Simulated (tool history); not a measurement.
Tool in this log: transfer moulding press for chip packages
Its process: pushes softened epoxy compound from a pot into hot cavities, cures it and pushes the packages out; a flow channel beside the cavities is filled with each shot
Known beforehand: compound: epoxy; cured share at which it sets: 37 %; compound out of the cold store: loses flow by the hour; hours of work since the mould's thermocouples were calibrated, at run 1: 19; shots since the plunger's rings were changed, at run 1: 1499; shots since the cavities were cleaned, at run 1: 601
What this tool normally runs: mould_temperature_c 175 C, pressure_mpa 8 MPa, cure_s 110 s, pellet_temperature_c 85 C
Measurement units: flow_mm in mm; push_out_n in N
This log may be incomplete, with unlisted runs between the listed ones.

| run | hour | mould_temperature_c | pressure_mpa | cure_s | pellet_temperature_c | hours of work since the mould's thermocouples were calibrated | shots since the plunger's rings were changed | shots since the cavities were cleaned | incoming compound's hours out of the cold store | flow_mm | push_out_n |
|---|---|---|---|---|---|---|---|---|---|---|---|
| 1 | 0 | 175 | 8 | 110 | 85 | 19 | 1499 | 601 | 44 | 628 | 516 |
|  | 51.6 | cavities cleaned with cleaning compound and waxed |
| 2 | 77.1 | 175 | 8 | 110 | 85 | 77 | 2433 | 315 | 31.6 | 663 | 499 |
|  | 151.3 | cavities cleaned with cleaning compound and waxed |
| 3 | 172.7 | 180 | 8 | 110 | 85 | 150 | 3595 | 264 | 37.9 | 627 | 456 |
| 4 | 244.3 | 180 | 8 | 110 | 85 | 205 | 4480 | 1149 | 32 | 648 | 462 |
|  | 254.8 | cavities cleaned with cleaning compound and waxed |
|  | 316.6 | plunger's sealing rings changed |
| 5 | 316.6 | 180 | 8 | 110 | 85 | 257 | 0 | 733 | 14.8 | 700 | 488 |
|  | 357.8 | cavities cleaned with cleaning compound and waxed |
| 6 | 402.4 | 180 | 8 | 110 | 85 | 322 | 1041 | 551 | 23.1 | 665 | 461 |
|  | 460.2 | cavities cleaned with cleaning compound and waxed |
|  | 468.9 | mould's thermocouples calibrated |
| 7 | 485.2 | 175 | 8 | 122 | 85 | 13 | 2021 | 285 | 18.8 | 706 | 491 |
| 8 | 544.1 | 171 | 6.87 | 133 | 92 | 58 | 2748 | 1012 | 16.3 | 677 | 505 |
|  | 561.8 | cavities cleaned with cleaning compound and waxed |
| 9 | 605.6 | 169 | 8 | 99 | 89 | 104 | 3490 | 541 | 9.2 | 763 | 952 |
| 10 | 647.7 | 168 | 8.67 | 99 | 89 | 137 | 4010 | 1061 | 9.4 | 801 | 1079 |
|  | 661.5 | cavities cleaned with cleaning compound and waxed |
| 11 | 693.1 | 171 | 6.97 | 99 | 89 | 171 | 4553 | 391 | 11.8 | 706 | 820 |
| 12 | 747.1 | 171 | 7.6 | 120 | 89 | 212 | 5220 | 1058 | 20.2 | 696 | 560 |

Consider 4 possible next runs. They are alternatives, not a sequence: every one starts from the tool as it was left by run 12. What does each give?
|  | 758.6 | plunger's sealing rings changed |
|  | 767 | cavities cleaned with cleaning compound and waxed |
| A | 832.2 | 170 | 8 | 110 | 85 | 275 | 891 | 805 | 28 | ? | ? |
|  | 758.6 | plunger's sealing rings changed |
|  | 767 | cavities cleaned with cleaning compound and waxed |
| B | 832.2 | 171 | 7.45 | 120 | 89 | 275 | 891 | 805 | 30 | ? | ? |
|  | 758.6 | plunger's sealing rings changed |
|  | 767 | cavities cleaned with cleaning compound and waxed |
| C | 832.2 | 179 | 8 | 110 | 85 | 275 | 891 | 805 | 45.6 | ? | ? |
|  | 758.6 | plunger's sealing rings changed |
|  | 767 | cavities cleaned with cleaning compound and waxed |
| D | 832.2 | 177 | 7.76 | 110 | 85 | 275 | 891 | 805 | 36.5 | ? | ? |

| run | flow_mm | push_out_n |
|---|---|---|
| A | 691 | 677 |
| B | 654 | 566 |
| C | 604 | 464 |
| D | 620 | 495 |
With the hidden condition removed and each run's random variation left untouched, the same runs would have given:
| run | flow_mm | push_out_n |
|---|---|---|
| A | 691 | 672 |
| B | 654 | 563 |
| C | 605 | 461 |
| D | 620 | 491 |

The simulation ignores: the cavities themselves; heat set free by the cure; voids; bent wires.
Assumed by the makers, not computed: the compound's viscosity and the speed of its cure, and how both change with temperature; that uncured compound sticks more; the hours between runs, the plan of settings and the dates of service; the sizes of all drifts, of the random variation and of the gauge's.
